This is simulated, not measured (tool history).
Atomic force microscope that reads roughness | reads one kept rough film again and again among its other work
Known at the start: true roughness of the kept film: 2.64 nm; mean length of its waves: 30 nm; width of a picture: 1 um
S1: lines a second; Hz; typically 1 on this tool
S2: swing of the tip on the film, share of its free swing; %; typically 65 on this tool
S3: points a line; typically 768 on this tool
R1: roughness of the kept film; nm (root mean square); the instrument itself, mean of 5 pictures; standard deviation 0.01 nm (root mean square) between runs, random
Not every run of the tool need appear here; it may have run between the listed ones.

run    hour    S1  S2   S3     R1
  1       0     1  65  768  2.219
  2    32.3     1  65  664  2.142
  3    78.9     1  65  664  2.032
  4   116.3     1  65  664  1.992
      145.9  -- new tip fitted
  5   178.2     1  65  664  2.299
  6   229.2     1  65  768  2.222
  7   268.5     1  65  768  2.152
  8   313.9     1  65  768  2.057
  9   353.6     1  65  460  1.992
      390.7  -- new tip fitted
 10   416.9     1  65  768   2.36
 11   461.6     1  65  768  2.267
 12   500.7     1  65  768  2.178
      505.6  -- height scale calibrated on a step standard
 13   551.8     1  65  768  2.072
 14   585.4     1  65  375  1.975
 15   631.4     1  65  375  1.917
      638.6  -- new tip fitted
 16   697.1     1  65  768  2.282
 17     732  0.73  75  598  2.179
 18   775.8  3.38  75  552  1.948
      795.3  -- height scale calibrated on a step standard, once more
 19     845  0.99  61  335  1.989
      883.4  -- new tip fitted
 20   891.2  0.99  61  335  2.376
 21   970.4  2.25  73  807   2.11
 22  1035.9  2.25  73  807  1.987
 23  1074.5  2.25  73  807  1.937
     1127.7  -- new tip fitted
 24  1134.9  2.25  73  807  2.309
 25  1208.3     1  67  995  2.231
 26  1248.2  0.87  84  428  2.088
 27  1293.8  0.98  68  905  2.047
 28  1336.8  0.98  68  905  1.968
     1373.7  -- new tip fitted
 29  1377.6  0.98  68  492  2.378
 30  1424.2  0.51  55  558  2.307
 31    1466     1  80  768  2.148

Forecast each of these 3 alternatives for the next run:
  A  1535.5  2.31  59  768   ?
  B  1535.5  2.31  78  768   ?
  C  1535.5  2.96  65  768   ?

run     R1
  A  2.019
  B  1.935
  C  1.985
Without the tool's hidden state the same runs would have given:
run     R1
  A   2.37
  B  2.272
  C  2.329
